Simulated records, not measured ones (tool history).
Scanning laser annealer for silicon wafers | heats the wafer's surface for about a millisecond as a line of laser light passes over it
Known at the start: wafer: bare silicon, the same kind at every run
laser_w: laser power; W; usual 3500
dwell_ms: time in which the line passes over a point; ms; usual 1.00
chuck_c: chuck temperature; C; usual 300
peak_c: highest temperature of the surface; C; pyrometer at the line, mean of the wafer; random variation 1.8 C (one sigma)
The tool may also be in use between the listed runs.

| run | hour | laser_w | dwell_ms | chuck_c | peak_c |
|---|---|---|---|---|---|
| 1 | 0.0 | 3500 | 1.00 | 300 | 969 |
| 2 | 5.9 | 3500 | 1.00 | 300 | 971 |
| 3 | 11.3 | 3500 | 1.00 | 300 | 968 |
| 4 | 18.9 | 3500 | 1.00 | 300 | 969 |
| 5 | 27.7 | 3500 | 1.00 | 300 | 968 |
| 6 | 35.4 | 3500 | 1.00 | 300 | 968 |
| 7 | 44.2 | 3500 | 1.00 | 300 | 966 |
| 8 | 51.0 | 3297 | 1.00 | 300 | 919 |
| 9 | 56.8 | 3297 | 1.00 | 300 | 925 |
| 10 | 65.2 | 3215 | 1.00 | 300 | 906 |
| 11 | 70.3 | 3215 | 1.00 | 300 | 904 |
| 12 | 78.0 | 3500 | 0.90 | 300 | 928 |
| 13 | 83.5 | 3500 | 0.90 | 300 | 925 |
| 14 | 90.9 | 3500 | 0.90 | 300 | 928 |
| 15 | 97.1 | 3500 | 1.00 | 330 | 993 |
| 16 | 107.0 | 3500 | 1.00 | 330 | 995 |
| 17 | 114.1 | 3500 | 1.00 | 330 | 996 |
| 18 | 120.3 | 3500 | 1.00 | 300 | 963 |
| 19 | 127.6 | 3831 | 1.00 | 287 | 1023 |
| 20 | 132.2 | 3533 | 0.80 | 290 | 881 |
| 21 | 141.7 | 3533 | 0.80 | 290 | 880 |
| 22 | 147.4 | 3500 | 1.00 | 296 | 960 |
| 23 | 156.3 | 3500 | 0.90 | 294 | 919 |
| 24 | 165.1 | 3500 | 0.90 | 301 | 925 |
| 25 | 170.9 | 3098 | 1.09 | 300 | 902 |
| 26 | 177.5 | 3098 | 1.07 | 300 | 897 |
| 27 | 183.1 | 3098 | 1.07 | 300 | 900 |
| 28 | 192.2 | 3500 | 1.23 | 308 | 1054 |
| 29 | 196.3 | 3500 | 1.23 | 308 | 1054 |
| 30 | 204.3 | 3500 | 1.23 | 308 | 1051 |
| 31 | 209.5 | 3500 | 1.23 | 308 | 1054 |
| 32 | 214.6 | 3500 | 1.23 | 308 | 1055 |
| 33 | 220.3 | 3618 | 0.86 | 331 | 959 |
| 34 | 226.8 | 3464 | 0.77 | 339 | 904 |
| 35 | 233.4 | 3500 | 1.06 | 293 | 977 |

Forecast each of these 5 alternatives for the next run:
| A | 241.7 | 3704 | 1.20 | 302 | ? |
| B | 241.7 | 3500 | 1.06 | 300 | ? |
| C | 241.7 | 3026 | 1.06 | 293 | ? |
| D | 241.7 | 3292 | 1.18 | 265 | ? |
| E | 241.7 | 2987 | 1.10 | 269 | ? |

| run | peak_c |
|---|---|
| A | 1086 |
| B | 986 |
| C | 873 |
| D | 943 |
| E | 850 |
Without the tool's hidden state the same runs would have given:
| run | peak_c |
|---|---|
| A | 1146 |
| B | 1039 |
| C | 917 |
| D | 995 |
| E | 895 |
